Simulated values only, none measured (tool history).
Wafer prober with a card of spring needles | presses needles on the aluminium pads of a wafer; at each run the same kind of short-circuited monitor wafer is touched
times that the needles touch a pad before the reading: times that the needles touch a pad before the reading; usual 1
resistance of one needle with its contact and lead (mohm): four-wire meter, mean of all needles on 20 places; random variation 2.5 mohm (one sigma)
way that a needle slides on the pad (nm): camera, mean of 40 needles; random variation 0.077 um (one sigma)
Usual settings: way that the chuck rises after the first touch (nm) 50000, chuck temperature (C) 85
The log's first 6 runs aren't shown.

| run | hour | way that the chuck rises after the first touch (nm) | chuck temperature (C) | times that the needles touch a pad before the reading | resistance of one needle with its contact and lead (mohm) | way that a needle slides on the pad (nm) |
|---|---|---|---|---|---|---|
|  | 62.2 | tips cleaned on abrasive film |
| 7 | 71.2 | 50000 | 68 | 1 | 282 | 13530 |
|  | 76.6 | tips cleaned on abrasive film |
| 8 | 86.3 | 50000 | 68 | 1 | 281 | 13710 |
|  | 90.7 | tips cleaned on abrasive film |
| 9 | 95.9 | 50000 | 68 | 1 | 282 | 13630 |
|  | 105.1 | tips cleaned on abrasive film |
| 10 | 111.0 | 50000 | 68 | 1 | 285 | 13560 |
|  | 119.1 | tips cleaned on abrasive film |
| 11 | 123.7 | 50000 | 68 | 1 | 283 | 13580 |
|  | 133.3 | tips cleaned on abrasive film |
| 12 | 137.7 | 50000 | 68 | 1 | 282 | 13510 |
|  | 147.6 | tips cleaned on abrasive film |
| 13 | 154.9 | 50000 | 68 | 1 | 283 | 13580 |
|  | 161.6 | tips cleaned on abrasive film |
| 14 | 168.8 | 50000 | 68 | 1 | 281 | 13790 |
|  | 176.6 | tips cleaned on abrasive film |
| 15 | 184.9 | 50000 | 68 | 1 | 284 | 13700 |
|  | 190.9 | tips cleaned on abrasive film |
| 16 | 203.4 | 50000 | 68 | 1 | 279 | 13760 |
|  | 206.3 | tips cleaned on abrasive film |
|  | 220.5 | tips cleaned on abrasive film |
| 17 | 221.2 | 50000 | 68 | 1 | 284 | 13740 |
|  | 235.7 | tips cleaned on abrasive film |
| 18 | 238.7 | 64000 | 61 | 2 | 274 | 17640 |
|  | 250.5 | tips cleaned on abrasive film |
| 19 | 255.4 | 50000 | 85 | 3 | 293 | 13690 |
|  | 265.5 | tips cleaned on abrasive film |
| 20 | 268.8 | 50000 | 85 | 3 | 293 | 13800 |
|  | 280.7 | tips cleaned on abrasive film |
| 21 | 282.7 | 41000 | 31 | 1 | 275 | 11220 |
|  | 295.1 | tips cleaned on abrasive film |
| 22 | 295.9 | 44000 | 103 | 1 | 297 | 12140 |
| 23 | 304.7 | 64000 | 39 | 2 | 265 | 17710 |
|  | 310.5 | tips cleaned on abrasive film |
| 24 | 315.1 | 50000 | 85 | 1 | 292 | 13970 |
|  | 324.0 | height of the first contact set anew |
|  | 325.2 | tips cleaned on abrasive film |
| 25 | 332.1 | 52000 | 85 | 1 | 285 | 14420 |
|  | 340.2 | tips cleaned on abrasive film |
| 26 | 342.5 | 37000 | 85 | 2 | 297 | 10260 |

Forecast run 27:
|  | 354.6 | tips cleaned on abrasive film |
| 27 | 356.7 | 50000 | 42 | 2 | ? | ? |

resistance of one needle with its contact and lead (mohm): 274
way that a needle slides on the pad (nm): 13860
Without the tool's hidden state the same run would have given resistance of one needle with its contact and lead (mohm) 274, way that a needle slides on the pad (nm) 13490.
